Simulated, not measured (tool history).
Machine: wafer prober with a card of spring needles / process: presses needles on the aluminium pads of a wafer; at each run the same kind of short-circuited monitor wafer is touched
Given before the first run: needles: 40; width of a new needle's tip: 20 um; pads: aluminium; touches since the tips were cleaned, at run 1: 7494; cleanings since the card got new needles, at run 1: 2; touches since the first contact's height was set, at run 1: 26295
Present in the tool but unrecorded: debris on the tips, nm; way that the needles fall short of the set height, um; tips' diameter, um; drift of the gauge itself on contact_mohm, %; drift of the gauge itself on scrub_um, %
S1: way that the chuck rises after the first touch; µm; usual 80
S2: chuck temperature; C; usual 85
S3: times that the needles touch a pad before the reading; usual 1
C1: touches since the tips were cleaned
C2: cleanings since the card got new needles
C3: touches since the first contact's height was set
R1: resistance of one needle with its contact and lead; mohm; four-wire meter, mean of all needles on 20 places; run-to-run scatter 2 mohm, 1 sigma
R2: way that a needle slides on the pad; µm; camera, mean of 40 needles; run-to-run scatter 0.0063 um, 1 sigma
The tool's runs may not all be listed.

Run 1, hour 0: usual settings; C1 7494; C2 2; C3 26295. Result: R1 210 mohm, R2 10.398 µm.
At hour 5.8: tips cleaned on abrasive film.
Run 2, hour 22: usual settings; C1 4030; C2 3; C3 31731. Result: R1 216 mohm, R2 10.401 µm.
Run 3, hour 40.3: usual settings; C1 8562; C2 3; C3 36263. Result: R1 217 mohm, R2 10.401 µm.
At hour 42.6: tips cleaned on abrasive film.
Run 4, hour 63.6: usual settings; C1 5194; C2 4; C3 41993. Result: R1 213 mohm, R2 10.391 µm.
At hour 79.3: tips cleaned on abrasive film.
Run 5, hour 82.5: usual settings but S1 85 µm; C1 792; C2 5; C3 46655. Result: R1 218 mohm, R2 11.037 µm.
Run 6, hour 92.7: usual settings but S1 85 µm; C1 3315; C2 5; C3 49178. Result: R1 213 mohm, R2 11.033 µm.
Run 7, hour 114.8: usual settings but S1 85 µm; C1 8806; C2 5; C3 54669. Result: R1 216 mohm, R2 11.018 µm.
At hour 116.8: tips cleaned on abrasive film.
Run 8, hour 132.7: usual settings; C1 3944; C2 6; C3 59075. Result: R1 213 mohm, R2 10.377 µm.
Run 9, hour 152.5: usual settings; C1 8837; C2 6; C3 63968. Result: R1 212 mohm, R2 10.362 µm.
At hour 154.3: tips cleaned on abrasive film.
Run 10, hour 171.2: usual settings; C1 4187; C2 7; C3 68588. Result: R1 218 mohm, R2 10.355 µm.
At hour 190.3: tips cleaned on abrasive film.
Run 11, hour 192.8: usual settings but S2 43 C; C1 641; C2 8; C3 73915. Result: R1 203 mohm, R2 10.352 µm.
Run 12, hour 211.1: usual settings but S2 43 C; C1 5154; C2 8; C3 78428. Result: R1 206 mohm, R2 10.344 µm.
At hour 228.1: tips cleaned on abrasive film.
Run 13, hour 229.2: usual settings but S2 43 C; C1 282; C2 9; C3 82893. Result: R1 202 mohm, R2 10.328 µm.
At hour 239.6: height of the first contact set anew.
Run 14, hour 239.6: usual settings but S2 43 C; C1 2790; C2 9; C3 0. Result: R1 205 mohm, R2 10.332 µm.
Run 15, hour 258.8: usual settings but S2 43 C; C1 7540; C2 9; C3 4750. Result: R1 204 mohm, R2 10.326 µm.
At hour 265: tips cleaned on abrasive film.
Run 16, hour 278.9: usual settings but S1 60 µm; C1 3435; C2 10; C3 9695. Result: R1 220 mohm, R2 7.738 µm.
At hour 301.1: tips cleaned on abrasive film.
Run 17, hour 301.1: usual settings but S2 39 C; C1 0; C2 11; C3 15191. Result: R1 204 mohm, R2 10.319 µm.
Run 18, hour 315.3: usual settings but S1 64 µm, S2 40 C; C1 3495; C2 11; C3 18686. Result: R1 208 mohm, R2 8.251 µm.
Run 19, hour 332.3: usual settings but S1 64 µm, S2 103 C; C1 7717; C2 11; C3 22908. Result: R1 219 mohm, R2 8.249 µm.
At hour 338.1: tips cleaned on abrasive film.
Run 20, hour 347.9: usual settings but S2 71 C; C1 2423; C2 12; C3 26750. Result: R1 210 mohm, R2 10.28 µm.
Run 21, hour 368.9: usual settings but S1 90 µm, S2 54 C; C1 7618; C2 12; C3 31945. Result: R1 210 mohm, R2 11.579 µm.
At hour 375: tips cleaned on abrasive film.
Run 22, hour 384.9: usual settings but S1 83 µm, S2 78 C, S3 2; C1 2464; C2 13; C3 35891. Result: R1 212 mohm, R2 10.675 µm.
At hour 395.1: gauge calibrated.
Run 23, hour 400: usual settings but S2 62 C, S3 2; C1 6206; C2 13; C3 39633. Result: R1 209 mohm, R2 10.393 µm.
At hour 412.1: tips cleaned on abrasive film.
Run 24, hour 415: usual settings but S2 71 C; C1 714; C2 14; C3 43307. Result: R1 213 mohm, R2 10.401 µm.
Run 25, hour 429.5: usual settings but S1 69 µm; C1 4307; C2 14; C3 46900. Result: R1 215 mohm, R2 8.983 µm.
Run 26, hour 441.3: usual settings but S1 69 µm; C1 7239; C2 14; C3 49832. Result: R1 220 mohm, R2 8.957 µm.
At hour 449.9: tips cleaned on abrasive film.
Run 27, hour 458.3: usual settings but S2 55 C; C1 2088; C2 15; C3 54018. Result: R1 209 mohm, R2 10.388 µm.
Run 28, hour 469.2: usual settings but S1 71 µm, S2 92 C, S3 2; C1 4779; C2 15; C3 56709. Result: R1 219 mohm, R2 9.217 µm.
At hour 487.3: tips cleaned on abrasive film.
Run 29, hour 491.3: usual settings but S1 91 µm, S2 92 C, S3 2; C1 1002; C2 16; C3 62178. Result: R1 211 mohm, R2 11.813 µm.
Run 30, hour 502.3: usual settings but S1 91 µm, S2 92 C, S3 2; C1 3716; C2 16; C3 64892. Result: R1 213 mohm, R2 11.807 µm.
Run 31, hour 513.6: usual settings but S1 91 µm, S2 52 C, S3 2; C1 6517; C2 16; C3 67693. Result: R1 210 mohm, R2 11.796 µm.
At hour 524.1: tips cleaned on abrasive film.
Run 32, hour 530: usual settings but S1 91 µm, S2 52 C, S3 2; C1 1481; C2 17; C3 71739. Result: R1 207 mohm, R2 11.793 µm.
Run 33, hour 552.8: usual settings but S1 67 µm, S2 31 C, S3 3; C1 7117; C2 17; C3 77375. Result: R1 206 mohm, R2 8.673 µm.
At hour 561.7: tips cleaned on abrasive film.
Run 34, hour 564.7: usual settings but S1 65 µm; C1 734; C2 18; C3 80296. Result: R1 218 mohm, R2 8.414 µm.

Alternative continuations, all from the tool just after run 34; predict every row:
Run A, hour 582.8: usual settings but S1 78 µm, S2 56 C; C1 5221; C2 18; C3 84783. Result: R1 ?, R2 ?.
Run B, hour 582.8: usual settings but S1 61 µm; C1 5221; C2 18; C3 84783. Result: R1 ?, R2 ?.
Run C, hour 582.8: usual settings but S1 83 µm, S2 26 C, S3 2; C1 5221; C2 18; C3 84783. Result: R1 ?, R2 ?.
Run D, hour 582.8: usual settings but S2 87 C; C1 5221; C2 18; C3 84783. Result: R1 ?, R2 ?.

run   R1      R2
  A  208  10.085
  B  219   7.901
  C  200  10.743
  D  213  10.355
Had the tool no hidden state, the same runs would have come out as:
run   R1      R2
  A  208  10.144
  B  218   7.948
  C  200  10.806
  D  213  10.417
